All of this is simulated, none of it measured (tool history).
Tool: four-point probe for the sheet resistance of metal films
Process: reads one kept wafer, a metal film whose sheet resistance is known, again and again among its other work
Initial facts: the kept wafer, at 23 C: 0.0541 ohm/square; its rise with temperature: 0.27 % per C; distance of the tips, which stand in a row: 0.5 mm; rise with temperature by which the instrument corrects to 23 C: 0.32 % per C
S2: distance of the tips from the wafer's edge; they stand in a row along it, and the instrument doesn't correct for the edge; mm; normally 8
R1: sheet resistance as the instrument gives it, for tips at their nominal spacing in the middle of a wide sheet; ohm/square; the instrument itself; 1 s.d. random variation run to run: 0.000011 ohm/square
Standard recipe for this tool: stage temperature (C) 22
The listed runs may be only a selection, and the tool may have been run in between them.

{"run": 1, "day": 0.0, "stage temperature (C)": 22, "S2": 8, "R1": 0.054302}
{"run": 2, "day": 0.838, "stage temperature (C)": 22, "S2": 8, "R1": 0.054284}
{"run": 3, "day": 1.846, "stage temperature (C)": 22, "S2": 8, "R1": 0.054275}
{"run": 4, "day": 2.754, "stage temperature (C)": 22, "S2": 8, "R1": 0.054279}
{"run": 5, "day": 3.704, "stage temperature (C)": 22, "S2": 8, "R1": 0.054304}
{"run": 6, "day": 4.288, "stage temperature (C)": 27, "S2": 8, "R1": 0.054171}
{"run": 7, "day": 5.029, "stage temperature (C)": 21, "S2": 8, "R1": 0.054324}
{"run": 8, "day": 5.8, "stage temperature (C)": 22, "S2": 8, "R1": 0.054303}
{"run": 9, "day": 6.908, "stage temperature (C)": 22, "S2": 8, "R1": 0.054289}
{"run": 10, "day": 8.117, "stage temperature (C)": 22, "S2": 8, "R1": 0.054308}
{"run": 11, "day": 9.333, "stage temperature (C)": 22, "S2": 8, "R1": 0.05428}
{"run": 12, "day": 10.196, "stage temperature (C)": 22, "S2": 8, "R1": 0.054323}
{"run": 13, "day": 11.154, "stage temperature (C)": 22, "S2": 8, "R1": 0.054314}
{"run": 14, "day": 12.008, "stage temperature (C)": 22, "S2": 8, "R1": 0.0543}
{"run": 15, "day": 12.729, "stage temperature (C)": 22, "S2": 23, "R1": 0.054195}
{"run": 16, "day": 13.562, "stage temperature (C)": 22, "S2": 23, "R1": 0.054202}
{"run": 17, "day": 14.662, "stage temperature (C)": 22, "S2": 23, "R1": 0.05421}
{"run": 18, "day": 15.804, "stage temperature (C)": 22, "S2": 8, "R1": 0.054324}
{"run": 19, "day": 16.846, "stage temperature (C)": 22, "S2": 8, "R1": 0.054302}
{"run": 20, "day": 17.471, "stage temperature (C)": 22, "S2": 8, "R1": 0.054306}
{"run": 21, "day": 18.221, "stage temperature (C)": 21, "S2": 75, "R1": 0.054214}
{"run": 22, "day": 19.275, "stage temperature (C)": 28, "S2": 42, "R1": 0.05402}
{"run": 23, "day": 20.5, "stage temperature (C)": 21, "S2": 29, "R1": 0.054231}
{"run": 24, "day": 21.629, "stage temperature (C)": 21, "S2": 29, "R1": 0.054235}
{"run": 25, "day": 22.729, "stage temperature (C)": 21, "S2": 29, "R1": 0.054249}
{"run": 26, "day": 23.4, "stage temperature (C)": 21, "S2": 29, "R1": 0.054236}
{"run": 27, "day": 23.975, "stage temperature (C)": 24, "S2": 10, "R1": 0.054204}
{"run": 28, "day": 24.767, "stage temperature (C)": 19, "S2": 10, "R1": 0.054361}
{"run": 29, "day": 25.5, "stage temperature (C)": 22, "S2": 5, "R1": 0.054491}
{"run": 30, "day": 26.458, "stage temperature (C)": 25, "S2": 29, "R1": 0.054112}
{"run": 31, "day": 27.112, "stage temperature (C)": 25, "S2": 39, "R1": 0.054112}
{"run": 32, "day": 28.308, "stage temperature (C)": 18, "S2": 6, "R1": 0.05452}
{"run": 33, "day": 29.438, "stage temperature (C)": 27, "S2": 4, "R1": 0.054514}
{"run": 34, "day": 30.604, "stage temperature (C)": 27, "S2": 4, "R1": 0.054522}
{"run": 35, "day": 31.671, "stage temperature (C)": 27, "S2": 4, "R1": 0.054498}
{"run": 36, "day": 32.612, "stage temperature (C)": 27, "S2": 4, "R1": 0.054517}
{"run": 37, "day": 33.417, "stage temperature (C)": 27, "S2": 8, "R1": 0.054159}
{"run": 38, "day": 34.179, "stage temperature (C)": 25, "S2": 40, "R1": 0.054103}
{"run": 39, "day": 35.012, "stage temperature (C)": 32, "S2": 22, "R1": 0.053936}

Branching from run 39: 5 alternative next runs. What would each branch give?
{"run": "A", "day": 36.162, "stage temperature (C)": 22, "S2": 45, "R1": "?"}
{"run": "B", "day": 36.162, "stage temperature (C)": 26, "S2": 5, "R1": "?"}
{"run": "C", "day": 36.162, "stage temperature (C)": 32, "S2": 7, "R1": "?"}
{"run": "D", "day": 36.162, "stage temperature (C)": 19, "S2": 28, "R1": "?"}
{"run": "E", "day": 36.162, "stage temperature (C)": 32, "S2": 8, "R1": "?"}

run=A R1=0.054201
run=B R1=0.05438
run=C R1=0.05407
run=D R1=0.054291
run=E R1=0.054036
With the hidden condition removed and each run's random variation left untouched, the same runs would have given:
run=A R1=0.054132
run=B R1=0.05431
run=C R1=0.053999
run=D R1=0.054221
run=E R1=0.053965

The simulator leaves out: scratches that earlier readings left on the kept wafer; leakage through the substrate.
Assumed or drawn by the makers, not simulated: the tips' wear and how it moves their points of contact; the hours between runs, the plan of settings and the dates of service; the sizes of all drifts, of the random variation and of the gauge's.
